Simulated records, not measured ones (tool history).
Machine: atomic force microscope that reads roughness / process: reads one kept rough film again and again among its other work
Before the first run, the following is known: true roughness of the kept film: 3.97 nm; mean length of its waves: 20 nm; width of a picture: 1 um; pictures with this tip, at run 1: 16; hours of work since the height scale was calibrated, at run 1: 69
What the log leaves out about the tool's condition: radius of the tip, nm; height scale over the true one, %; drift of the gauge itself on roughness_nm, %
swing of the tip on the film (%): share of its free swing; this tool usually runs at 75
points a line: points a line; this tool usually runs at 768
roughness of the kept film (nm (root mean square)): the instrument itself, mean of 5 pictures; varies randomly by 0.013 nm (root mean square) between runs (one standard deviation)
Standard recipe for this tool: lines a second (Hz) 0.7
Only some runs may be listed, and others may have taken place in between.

run,hour,lines a second (Hz),swing of the tip on the film (%),points a line,pictures with this tip,hours of work since the height scale was calibrated,roughness of the kept film (nm (root mean square))
1,0,0.7,75,768,16,69,2.623
# hour 34.2: new tip fitted
2,39.8,0.7,75,768,9,97,2.738
3,67.5,0.7,75,274,55,117,1.87
# hour 75.1: new tip fitted
4,87.7,0.7,75,768,20,131,2.548
5,115.8,0.7,86,768,66,151,1.823
# hour 119.2: new tip fitted
6,139.5,0.7,75,279,33,167,2.208
# hour 163.4: new tip fitted
7,169.4,0.7,75,279,10,188,2.695
# hour 206.4: new tip fitted
8,211.7,0.7,75,279,8,218,2.683
9,239,0.7,75,279,53,237,1.958
# hour 247.8: new tip fitted
10,263.9,0.7,85,279,26,255,2.254
# hour 290.9: new tip fitted
11,301.9,0.7,85,828,18,281,2.468
# hour 332.3: new tip fitted
12,346,0.528,75,768,22,312,2.515
# hour 374.1: new tip fitted
13,375.2,0.528,75,768,1,333,2.971
14,405.1,0.528,75,768,50,354,2.032
# hour 419: new tip fitted
15,430.1,0.528,75,768,19,371,2.535
16,457.7,0.7,75,768,64,391,1.85
# hour 461.2: new tip fitted
# hour 504.5: new tip fitted
17,504.6,0.7,75,437,0,424,2.879
18,539,0.7,75,437,57,448,1.899
# hour 547.6: new tip fitted
19,576.9,0.7,75,437,48,475,2.062
# hour 588.8: new tip fitted
20,615.4,0.7,75,437,43,502,2.199
# hour 630.9: new tip fitted
21,653.8,0.7,75,437,38,529,2.167
# hour 672.6: new tip fitted
22,691.9,1.965,75,781,31,555,2.166
# hour 713.9: new tip fitted
23,740.9,1.975,60,668,44,590,2.083
# hour 756.9: new tip fitted
24,778.1,1.975,60,668,35,616,2.268
# hour 797.7: new tip fitted
25,811.3,1.363,63,318,22,639,2.445
# hour 839.4: new tip fitted
26,859.6,2.437,71,276,33,673,2.089
# hour 881.3: new tip fitted
27,898.5,0.7,55,768,28,700,2.49
# hour 903.7: height scale calibrated on a step standard
# hour 926.4: new tip fitted
28,931.6,3.526,55,519,8,19,2.73
# hour 968.7: new tip fitted
29,976.1,3.526,55,519,12,51,2.59
30,1000.9,3.065,78,1006,53,68,1.735
# hour 1005.8: height scale calibrated on a step standard, once more
# hour 1013.4: new tip fitted
31,1031.5,3.065,78,1006,30,18,1.913
# hour 1057.4: new tip fitted
32,1072.3,0.916,59,324,25,47,2.416
# hour 1099.5: new tip fitted
33,1109.3,1.175,65,768,16,73,2.624
34,1139.5,2.537,65,900,65,94,1.844
# hour 1142.8: new tip fitted
35,1166.3,1.973,64,900,39,113,2.151
# hour 1186.9: new tip fitted
36,1198.8,1.144,79,768,19,135,2.403
37,1223.9,0.605,75,768,60,153,1.926
# hour 1229: new tip fitted
38,1244.6,2.506,72,554,25,168,2.204
# hour 1270.7: new tip fitted
39,1270.7,2.506,72,629,0,186,2.716
40,1304.8,2.097,75,657,56,210,1.785
# hour 1313.5: new tip fitted
41,1347.2,0.7,87,264,55,240,1.83

Results for each run, recomputed without the tool's hidden state and with each run's random variation untouched:
run,roughness of the kept film (nm (root mean square))
1,2.95
2,2.972
3,2.885
4,2.98
5,2.9
6,2.884
7,2.895
8,2.897
9,2.91
10,2.824
11,2.889
12,3.017
13,3.009
14,3.001
15,3.011
16,2.958
17,2.942
18,2.949
19,2.964
20,2.95
21,2.957
22,2.779
23,2.933
24,2.973
25,2.906
26,2.722
27,3.089
28,2.924
29,2.912
30,2.563
31,2.564
32,2.968
33,3.006
34,2.859
35,2.92
36,2.874
37,2.997
38,2.753
39,2.747
40,2.756
41,2.8

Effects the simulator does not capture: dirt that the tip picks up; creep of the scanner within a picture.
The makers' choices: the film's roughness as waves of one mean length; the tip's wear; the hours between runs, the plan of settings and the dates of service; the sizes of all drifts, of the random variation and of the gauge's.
